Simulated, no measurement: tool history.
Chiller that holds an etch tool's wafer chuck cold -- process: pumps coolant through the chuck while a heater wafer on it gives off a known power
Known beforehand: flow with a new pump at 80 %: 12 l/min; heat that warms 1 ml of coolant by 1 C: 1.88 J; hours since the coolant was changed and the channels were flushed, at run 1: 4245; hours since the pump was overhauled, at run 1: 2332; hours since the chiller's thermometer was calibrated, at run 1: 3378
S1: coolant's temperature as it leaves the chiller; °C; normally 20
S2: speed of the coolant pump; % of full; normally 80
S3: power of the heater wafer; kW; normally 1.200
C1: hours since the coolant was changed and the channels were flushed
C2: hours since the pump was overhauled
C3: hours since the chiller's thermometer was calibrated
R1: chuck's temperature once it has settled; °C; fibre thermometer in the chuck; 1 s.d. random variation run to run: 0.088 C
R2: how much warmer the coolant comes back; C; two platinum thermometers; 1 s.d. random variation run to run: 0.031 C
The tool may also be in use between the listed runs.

run,hour,S1,S2,S3,C1,C2,C3,R1,R2
1,0.0,20,80,1.200,4245,2332,3378,29.76,3.32
2,70.3,20,80,1.200,4316,2402,3449,29.74,3.44
3,119.5,20,80,1.254,4365,2451,3498,30.27,3.56
4,183.8,11,80,1.254,4429,2516,3562,21.24,3.55
5,224.8,11,80,1.254,4470,2557,3603,21.26,3.59
6,259.6,11,80,1.254,4505,2592,3638,21.27,3.57
# hour 271.8: coolant pump overhauled
7,315.1,11,70,1.254,4555,43,3689,22.53,4.27
8,349.7,11,70,1.254,4590,78,3723,22.65,4.33
# hour 413.4: coolant changed, channels flushed
9,416.3,20,96,1.200,3,139,3784,28.26,2.94
10,477.4,13,86,1.200,64,200,3845,21.98,3.34
# hour 493.2: coolant pump overhauled, once more
11,556.4,20,76,1.397,138,63,3919,30.51,3.95
12,627.7,20,84,1.200,209,134,3990,28.47,3.08
13,686.1,16,80,0.926,268,193,4049,22.70,2.50
14,731.0,16,80,0.926,313,238,4093,22.65,2.49

5 options for the next run, each taken on its own from the tool as it stands now. Forecast them:
A,802.9,17,71,1.608,384,310,4165,?,?
B,802.9,16,100,1.309,384,310,4165,?,?
C,802.9,17,73,1.086,384,310,4165,?,?
D,802.9,20,70,1.200,384,310,4165,?,?
E,802.9,16,92,0.926,384,310,4165,?,?

run,R1,R2
A,30.00,4.89
B,23.95,2.81
C,25.34,3.23
D,29.58,3.74
E,21.93,2.16
Without the tool's unlogged condition, the same runs would have read:
run,R1,R2
A,30.45,4.84
B,24.46,2.78
C,25.86,3.19
D,30.07,3.70
E,22.48,2.14

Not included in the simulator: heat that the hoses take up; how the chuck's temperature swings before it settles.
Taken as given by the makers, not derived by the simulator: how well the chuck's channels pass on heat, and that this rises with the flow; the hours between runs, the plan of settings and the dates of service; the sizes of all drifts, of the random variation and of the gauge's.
